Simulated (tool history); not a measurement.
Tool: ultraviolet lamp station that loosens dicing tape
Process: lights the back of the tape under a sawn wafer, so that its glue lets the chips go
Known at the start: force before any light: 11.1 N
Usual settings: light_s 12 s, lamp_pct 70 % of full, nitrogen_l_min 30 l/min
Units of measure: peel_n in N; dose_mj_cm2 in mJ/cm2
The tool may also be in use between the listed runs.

run 1 hour=0.0 | light_s=12 lamp_pct=70 nitrogen_l_min=30 | peel_n=0.774 dose_mj_cm2=400
run 2 hour=13.2 | light_s=12 lamp_pct=71 nitrogen_l_min=30 | peel_n=0.770 dose_mj_cm2=412
run 3 hour=24.0 | light_s=12 lamp_pct=71 nitrogen_l_min=30 | peel_n=0.764 dose_mj_cm2=409
run 4 hour=34.8 | light_s=12 lamp_pct=70 nitrogen_l_min=47 | peel_n=0.561 dose_mj_cm2=404
run 5 hour=47.9 | light_s=12 lamp_pct=70 nitrogen_l_min=47 | peel_n=0.586 dose_mj_cm2=402
run 6 hour=64.4 | light_s=12 lamp_pct=70 nitrogen_l_min=18 | peel_n=1.122 dose_mj_cm2=402
run 7 hour=79.5 | light_s=12 lamp_pct=70 nitrogen_l_min=18 | peel_n=1.125 dose_mj_cm2=400
run 8 hour=99.4 | light_s=12 lamp_pct=76 nitrogen_l_min=30 | peel_n=0.650 dose_mj_cm2=434
run 9 hour=110.6 | light_s=12 lamp_pct=76 nitrogen_l_min=30 | peel_n=0.663 dose_mj_cm2=436
run 10 hour=126.9 | light_s=12 lamp_pct=70 nitrogen_l_min=10 | peel_n=1.704 dose_mj_cm2=403
run 11 hour=151.0 | light_s=12 lamp_pct=70 nitrogen_l_min=30 | peel_n=0.799 dose_mj_cm2=398
run 12 hour=173.6 | light_s=8 lamp_pct=70 nitrogen_l_min=30 | peel_n=1.739 dose_mj_cm2=265
run 13 hour=197.2 | light_s=12 lamp_pct=70 nitrogen_l_min=30 | peel_n=0.758 dose_mj_cm2=401
run 14 hour=208.1 | light_s=12 lamp_pct=74 nitrogen_l_min=30 | peel_n=0.681 dose_mj_cm2=430
run 15 hour=232.2 | light_s=12 lamp_pct=74 nitrogen_l_min=30 | peel_n=0.708 dose_mj_cm2=424
run 16 hour=251.4 | light_s=12 lamp_pct=79 nitrogen_l_min=30 | peel_n=0.616 dose_mj_cm2=453
run 17 hour=262.6 | light_s=15 lamp_pct=70 nitrogen_l_min=30 | peel_n=0.484 dose_mj_cm2=506
run 18 hour=283.3 | light_s=15 lamp_pct=70 nitrogen_l_min=30 | peel_n=0.478 dose_mj_cm2=510
run 19 hour=306.8 | light_s=15 lamp_pct=70 nitrogen_l_min=24 | peel_n=0.562 dose_mj_cm2=502
run 20 hour=321.5 | light_s=12 lamp_pct=70 nitrogen_l_min=29 | peel_n=0.812 dose_mj_cm2=401
run 21 hour=345.6 | light_s=12 lamp_pct=70 nitrogen_l_min=30 | peel_n=0.779 dose_mj_cm2=404
run 22 hour=363.1 | light_s=12 lamp_pct=70 nitrogen_l_min=30 | peel_n=0.783 dose_mj_cm2=402
run 23 hour=374.0 | light_s=19 lamp_pct=70 nitrogen_l_min=17 | peel_n=0.435 dose_mj_cm2=636
run 24 hour=389.2 | light_s=20 lamp_pct=71 nitrogen_l_min=43 | peel_n=0.236 dose_mj_cm2=680
run 25 hour=404.1 | light_s=20 lamp_pct=71 nitrogen_l_min=43 | peel_n=0.235 dose_mj_cm2=683
run 26 hour=428.4 | light_s=20 lamp_pct=71 nitrogen_l_min=43 | peel_n=0.246 dose_mj_cm2=686
run 27 hour=440.4 | light_s=8 lamp_pct=70 nitrogen_l_min=30 | peel_n=1.713 dose_mj_cm2=271
run 28 hour=459.6 | light_s=22 lamp_pct=62 nitrogen_l_min=28 | peel_n=0.302 dose_mj_cm2=651
run 29 hour=471.1 | light_s=22 lamp_pct=62 nitrogen_l_min=28 | peel_n=0.294 dose_mj_cm2=648
run 30 hour=484.4 | light_s=12 lamp_pct=85 nitrogen_l_min=30 | peel_n=0.488 dose_mj_cm2=490
run 31 hour=503.4 | light_s=20 lamp_pct=85 nitrogen_l_min=30 | peel_n=0.220 dose_mj_cm2=817
run 32 hour=522.5 | light_s=23 lamp_pct=85 nitrogen_l_min=30 | peel_n=0.205 dose_mj_cm2=930
run 33 hour=538.1 | light_s=12 lamp_pct=74 nitrogen_l_min=30 | peel_n=0.682 dose_mj_cm2=422
run 34 hour=561.9 | light_s=12 lamp_pct=75 nitrogen_l_min=20 | peel_n=0.906 dose_mj_cm2=433
run 35 hour=583.0 | light_s=9 lamp_pct=70 nitrogen_l_min=30 | peel_n=1.406 dose_mj_cm2=302
run 36 hour=602.8 | light_s=9 lamp_pct=70 nitrogen_l_min=30 | peel_n=1.377 dose_mj_cm2=302
run 37 hour=620.7 | light_s=9 lamp_pct=89 nitrogen_l_min=20 | peel_n=1.148 dose_mj_cm2=380
run 38 hour=637.4 | light_s=14 lamp_pct=75 nitrogen_l_min=11 | peel_n=1.040 dose_mj_cm2=502
run 39 hour=653.5 | light_s=8 lamp_pct=75 nitrogen_l_min=10 | peel_n=2.777 dose_mj_cm2=288
run 40 hour=666.4 | light_s=8 lamp_pct=75 nitrogen_l_min=10 | peel_n=2.822 dose_mj_cm2=283
run 41 hour=678.1 | light_s=8 lamp_pct=75 nitrogen_l_min=10 | peel_n=3.001 dose_mj_cm2=291
run 42 hour=696.5 | light_s=8 lamp_pct=75 nitrogen_l_min=10 | peel_n=2.896 dose_mj_cm2=290
run 43 hour=719.7 | light_s=8 lamp_pct=75 nitrogen_l_min=10 | peel_n=2.745 dose_mj_cm2=286

Removed from this log: 1 entry logged between the listed runs. Between which two listed runs does each belong, and how does the tool's hidden state at the listed run before it compare with that at the listed run after it?
In the gap between runs 20 and 21: window cleaned of glue's vapour (hour 324.8)
  light that the window lets through, % of a clean one's: 99.8 -> 100
